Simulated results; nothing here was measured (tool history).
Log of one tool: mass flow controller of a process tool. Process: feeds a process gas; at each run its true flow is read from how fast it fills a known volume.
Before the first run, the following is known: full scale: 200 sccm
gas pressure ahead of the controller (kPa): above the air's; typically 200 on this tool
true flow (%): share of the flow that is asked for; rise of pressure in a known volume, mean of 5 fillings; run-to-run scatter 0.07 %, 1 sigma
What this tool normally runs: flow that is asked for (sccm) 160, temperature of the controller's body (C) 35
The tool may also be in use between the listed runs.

run,hour,flow that is asked for (sccm),gas pressure ahead of the controller (kPa),temperature of the controller's body (C),true flow (%)
1,0.0,160,200,35,99.49
2,116.0,160,200,35,99.59
3,254.1,160,175,35,99.64
4,393.4,160,200,30,100.02
5,519.5,160,200,30,99.99
6,603.6,117,200,30,99.27
7,666.3,117,200,30,99.25
8,779.1,160,200,35,99.59
9,915.4,41,200,35,96.95
10,1043.9,160,200,35,99.74
11,1147.2,160,200,35,99.76
12,1245.7,160,200,35,99.73
13,1358.0,160,200,35,99.72
14,1436.2,160,200,39,99.41
15,1553.7,21,271,36,94.49
16,1685.0,21,271,36,94.55
# hour 1696.9: controller exchanged for a calibrated one
17,1771.7,21,271,36,95.97
18,1864.5,87,190,22,98.33
19,1975.9,150,218,38,97.77
20,2079.1,98,211,34,97.45
21,2152.0,98,211,34,97.39
22,2294.4,98,211,34,97.56
23,2418.5,98,211,37,97.25
24,2509.7,36,200,37,96.33
25,2633.5,36,200,37,96.38
26,2753.5,119,173,21,99.14
27,2837.5,119,173,21,99.01
28,2897.4,26,166,27,97.02

Predict each of these 3 candidate next runs independently; none follows another, all start after run 28:
A,3010.8,58,200,35,?
B,3010.8,73,221,37,?
C,3010.8,64,151,35,?

run,true flow (%)
A,96.92
B,96.93
C,97.15
Without the tool's hidden state the same runs would have given:
run,true flow (%)
A,97.12
B,97.09
C,97.33
